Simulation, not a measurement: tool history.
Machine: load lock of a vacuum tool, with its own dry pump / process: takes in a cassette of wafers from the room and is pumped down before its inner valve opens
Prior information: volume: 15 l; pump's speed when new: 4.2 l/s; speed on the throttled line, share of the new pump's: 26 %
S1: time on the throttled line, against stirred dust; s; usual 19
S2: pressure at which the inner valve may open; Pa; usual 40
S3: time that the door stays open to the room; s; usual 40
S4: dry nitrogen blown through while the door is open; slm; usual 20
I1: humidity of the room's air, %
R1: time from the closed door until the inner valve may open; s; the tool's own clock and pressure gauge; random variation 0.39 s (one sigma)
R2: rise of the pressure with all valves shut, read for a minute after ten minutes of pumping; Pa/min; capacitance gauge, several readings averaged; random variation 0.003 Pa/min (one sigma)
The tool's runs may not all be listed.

Run 1, day 0: usual settings; I1 45.8. Result: R1 43.8 s, R2 0.646 Pa/min.
At day 22.029: door's seal changed, seat wiped.
Run 2, day 22.042: usual settings; I1 43.4. Result: R1 43.7 s, R2 0.06 Pa/min.
Run 3, day 34.8: usual settings but S4 13 slm; I1 46.9. Result: R1 43.8 s, R2 0.071 Pa/min.
Run 4, day 47.375: usual settings but S1 27 s; I1 45.1. Result: R1 50.6 s, R2 0.068 Pa/min.
Run 5, day 72.717: usual settings but S1 18 s; I1 44.8. Result: R1 43.5 s, R2 0.078 Pa/min.
Run 6, day 93.662: usual settings; I1 42.7. Result: R1 44 s, R2 0.085 Pa/min.
Run 7, day 112.292: usual settings; I1 47.5. Result: R1 43.9 s, R2 0.108 Pa/min.
Run 8, day 132.554: usual settings; I1 46.4. Result: R1 44.7 s, R2 0.119 Pa/min.
Run 9, day 160.704: usual settings but S1 37 s; I1 46.5. Result: R1 57.1 s, R2 0.136 Pa/min.
Run 10, day 185.846: usual settings but S1 37 s; I1 45.7. Result: R1 58.1 s, R2 0.152 Pa/min.
Run 11, day 206.379: usual settings but S1 15 s, S2 44 Pa; I1 43.9. Result: R1 41.9 s, R2 0.158 Pa/min.
Run 12, day 224.546: usual settings but S1 33 s, S4 16 slm; I1 42.3. Result: R1 54.3 s, R2 0.171 Pa/min.
Run 13, day 252.096: usual settings but S1 38 s, S2 39 Pa, S3 42 s, S4 15 slm; I1 47.3. Result: R1 58.3 s, R2 0.202 Pa/min.
Run 14, day 279.971: usual settings but S1 14 s, S2 64 Pa, S3 26 s, S4 41 slm; I1 45.7. Result: R1 40 s, R2 0.201 Pa/min.
Run 15, day 308.762: usual settings but S1 14 s, S2 64 Pa, S3 26 s, S4 41 slm; I1 40.2. Result: R1 40.3 s, R2 0.225 Pa/min.
Run 16, day 321.2: usual settings but S1 14 s, S2 64 Pa, S3 26 s, S4 41 slm; I1 40.2. Result: R1 40.6 s, R2 0.246 Pa/min.
Run 17, day 347.088: usual settings but S1 14 s, S2 64 Pa, S3 26 s, S4 41 slm; I1 46.8. Result: R1 41.2 s, R2 0.274 Pa/min.
Run 18, day 365.95: usual settings but S2 61 Pa, S4 6 slm; I1 46.6. Result: R1 44.8 s, R2 0.336 Pa/min.
Run 19, day 387.45: usual settings but S2 61 Pa, S4 6 slm; I1 48.9. Result: R1 44.6 s, R2 0.352 Pa/min.

Branching from run 19: 5 alternative next runs. What would each branch give?
Run A, day 400.654: usual settings but S2 45 Pa; I1 51.2. Result: R1 ?, R2 ?.
Run B, day 400.654: usual settings but S1 21 s, S2 76 Pa, S3 168 s, S4 6 slm; I1 44.8. Result: R1 ?, R2 ?.
Run C, day 400.654: usual settings but S2 60 Pa, S4 18 slm; I1 44. Result: R1 ?, R2 ?.
Run D, day 400.654: usual settings but S1 31 s, S2 61 Pa, S3 37 s, S4 7 slm; I1 43.2. Result: R1 ?, R2 ?.
Run E, day 400.654: usual settings but S3 42 s, S4 7 slm; I1 47.3. Result: R1 ?, R2 ?.

run    R1     R2
  A  46.4  0.356
  B  45.3  0.409
  C  44.6  0.354
  D  53.1   0.36
  E  46.4  0.377
The same runs, with their run-to-run variation unchanged, on a tool lacking any hidden condition would have given:
run    R1     R2
  A  42.2  0.065
  B  41.6  0.118
  C  40.8   0.06
  D  49.8  0.068
  E  42.2  0.082
